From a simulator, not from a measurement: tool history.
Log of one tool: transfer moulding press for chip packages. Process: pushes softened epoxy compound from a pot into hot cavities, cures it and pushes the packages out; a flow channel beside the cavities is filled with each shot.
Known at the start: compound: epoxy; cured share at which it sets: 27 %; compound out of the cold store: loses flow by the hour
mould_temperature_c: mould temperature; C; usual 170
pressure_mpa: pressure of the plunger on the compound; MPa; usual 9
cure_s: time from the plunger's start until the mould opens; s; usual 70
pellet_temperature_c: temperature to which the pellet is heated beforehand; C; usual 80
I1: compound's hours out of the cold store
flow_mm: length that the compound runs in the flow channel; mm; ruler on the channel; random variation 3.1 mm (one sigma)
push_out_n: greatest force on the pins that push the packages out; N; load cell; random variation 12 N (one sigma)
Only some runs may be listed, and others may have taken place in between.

Run 1, hour 0: usual settings; I1 45.5. Result: flow_mm 701 mm, push_out_n 676 N.
At hour 59.5: cavities cleaned with cleaning compound and waxed.
Run 2, hour 80.5: usual settings; I1 19. Result: flow_mm 848 mm, push_out_n 1341 N.
At hour 129.8: cavities cleaned with cleaning compound and waxed.
Run 3, hour 131.7: usual settings but pellet_temperature_c 86 C; I1 38.7. Result: flow_mm 728 mm, push_out_n 556 N.
At hour 178.9: plunger's sealing rings changed.
At hour 206.6: cavities cleaned with cleaning compound and waxed.
Run 4, hour 217.6: usual settings but pellet_temperature_c 86 C; I1 39.2. Result: flow_mm 735 mm, push_out_n 627 N.
At hour 280.1: cavities cleaned with cleaning compound and waxed.
Run 5, hour 284.8: usual settings but pellet_temperature_c 86 C; I1 11.1. Result: flow_mm 901 mm, push_out_n 594 N.
Run 6, hour 328.7: usual settings but pellet_temperature_c 83 C; I1 27.3. Result: flow_mm 791 mm, push_out_n 900 N.
At hour 351.1: cavities cleaned with cleaning compound and waxed.
Run 7, hour 403.7: usual settings but pellet_temperature_c 83 C; I1 40.5. Result: flow_mm 713 mm, push_out_n 905 N.
At hour 419.8: plunger's sealing rings changed.
At hour 426.6: cavities cleaned with cleaning compound and waxed.
Run 8, hour 487.8: usual settings but pellet_temperature_c 83 C; I1 35.7. Result: flow_mm 753 mm, push_out_n 931 N.
At hour 496.7: cavities cleaned with cleaning compound and waxed.
At hour 570.6: cavities cleaned with cleaning compound and waxed.
At hour 582.2: cavities cleaned with cleaning compound and waxed, once more.
Run 9, hour 582.2: usual settings but cure_s 75 s; I1 43. Result: flow_mm 703 mm, push_out_n 476 N.
Run 10, hour 640.3: usual settings but cure_s 75 s; I1 46.3. Result: flow_mm 682 mm, push_out_n 865 N.
At hour 654.3: cavities cleaned with cleaning compound and waxed.
At hour 667.6: plunger's sealing rings changed.
Run 11, hour 692.4: usual settings but mould_temperature_c 173 C, pressure_mpa 8.73 MPa, cure_s 75 s; I1 13.7. Result: flow_mm 862 mm, push_out_n 741 N.
At hour 730.7: cavities cleaned with cleaning compound and waxed.
Run 12, hour 737.2: usual settings but pressure_mpa 6.91 MPa; I1 44.7. Result: flow_mm 619 mm, push_out_n 582 N.
At hour 765.1: mould's thermocouples calibrated.
At hour 807.1: cavities cleaned with cleaning compound and waxed.
Run 13, hour 807.1: usual settings but pressure_mpa 6.91 MPa, pellet_temperature_c 81 C; I1 32.7. Result: flow_mm 666 mm, push_out_n 545 N.
Run 14, hour 861.4: usual settings but pressure_mpa 8.45 MPa, cure_s 87 s, pellet_temperature_c 81 C; I1 36.2. Result: flow_mm 719 mm, push_out_n 776 N.
At hour 876.5: cavities cleaned with cleaning compound and waxed.
At hour 911.2: plunger's sealing rings changed.
Run 15, hour 934: usual settings but pressure_mpa 8.45 MPa, cure_s 87 s, pellet_temperature_c 81 C; I1 45.1. Result: flow_mm 681 mm, push_out_n 769 N.
At hour 949.7: cavities cleaned with cleaning compound and waxed.
Run 16, hour 989.9: usual settings but mould_temperature_c 173 C, pressure_mpa 10.61 MPa; I1 44. Result: flow_mm 757 mm, push_out_n 789 N.
At hour 1021.4: cavities cleaned with cleaning compound and waxed.
Run 17, hour 1054.7: usual settings but mould_temperature_c 173 C, pressure_mpa 10.61 MPa; I1 43.9. Result: flow_mm 760 mm, push_out_n 737 N.
At hour 1091.5: cavities cleaned with cleaning compound and waxed.
Run 18, hour 1138.4: usual settings but mould_temperature_c 165 C, cure_s 80 s, pellet_temperature_c 89 C; I1 27.4. Result: flow_mm 795 mm, push_out_n 981 N.
At hour 1151.7: plunger's sealing rings changed.
At hour 1163.3: cavities cleaned with cleaning compound and waxed.
Run 19, hour 1219.1: usual settings but mould_temperature_c 165 C, cure_s 80 s, pellet_temperature_c 89 C; I1 25.3. Result: flow_mm 836 mm, push_out_n 1004 N.

For each run, the measured value with the value that run would have given without the tool's hidden condition subtracted. The run-to-run variation is shared by both, the gauge scatter possibly not:
What the log doesn't record here: true mould temperature over the reading, C; pressure that reaches the compound, % of what is set; grip of the stained cavities, % over clean ones'; drift of the gauge itself on flow_mm, %; drift of the gauge itself on push_out_n, %.
run  flow_mm  push_out_n
  1       -9        +164
  2      -20        +789
  3      -22         +14
  4       -4         +99
  5      -14         +36
  6      -18        +358
  7      -23        +379
  8      -10        +405
  9      -19          -6
 10      -23        +377
 11       -8        +267
 12       -8         +54
 13      -13          +5
 14      -20        +335
 15       -5        +335
 16      -11        +309
 17      -18        +270
 18      -28        +404
 19      -10        +431
